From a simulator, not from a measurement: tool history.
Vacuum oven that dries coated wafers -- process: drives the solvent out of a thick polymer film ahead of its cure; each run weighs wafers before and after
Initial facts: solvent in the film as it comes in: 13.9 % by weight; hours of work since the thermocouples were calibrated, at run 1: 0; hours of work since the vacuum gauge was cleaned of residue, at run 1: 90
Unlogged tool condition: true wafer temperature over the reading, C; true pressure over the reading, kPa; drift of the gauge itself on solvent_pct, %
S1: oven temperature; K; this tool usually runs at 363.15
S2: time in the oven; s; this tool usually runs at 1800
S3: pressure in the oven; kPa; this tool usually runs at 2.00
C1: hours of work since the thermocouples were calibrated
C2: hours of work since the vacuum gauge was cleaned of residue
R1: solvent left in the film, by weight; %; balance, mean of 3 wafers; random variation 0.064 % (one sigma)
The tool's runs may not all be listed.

| run | hour | S1 | S2 | S3 | C1 | C2 | R1 |
|---|---|---|---|---|---|---|---|
| 1 | 0.0 | 363.15 | 1800 | 2.00 | 0 | 90 | 4.69 |
| 2 | 25.5 | 363.15 | 1800 | 2.00 | 13 | 103 | 4.63 |
| 3 | 72.0 | 356.15 | 1800 | 2.00 | 35 | 126 | 6.19 |
| 4 | 97.9 | 356.15 | 1800 | 2.00 | 48 | 138 | 6.18 |
| 5 | 121.3 | 356.15 | 1800 | 2.00 | 60 | 150 | 6.19 |
| 6 | 142.3 | 363.15 | 1800 | 2.00 | 70 | 160 | 4.70 |
| 7 | 186.9 | 363.15 | 2220 | 2.00 | 92 | 182 | 4.20 |
| 8 | 223.2 | 363.15 | 2220 | 2.00 | 110 | 200 | 4.04 |
| 9 | 246.1 | 363.15 | 2220 | 2.00 | 121 | 211 | 4.15 |
| 10 | 273.1 | 363.15 | 1800 | 2.00 | 134 | 225 | 4.86 |

What will run 11 give?
| 11 | 306.3 | 363.15 | 1800 | 5.19 | 150 | 241 | ? |

Run 11 produced R1 8.18 %.
If the tool had no hidden condition, the same run with the same run-to-run variation would have returned R1 7.93 %.
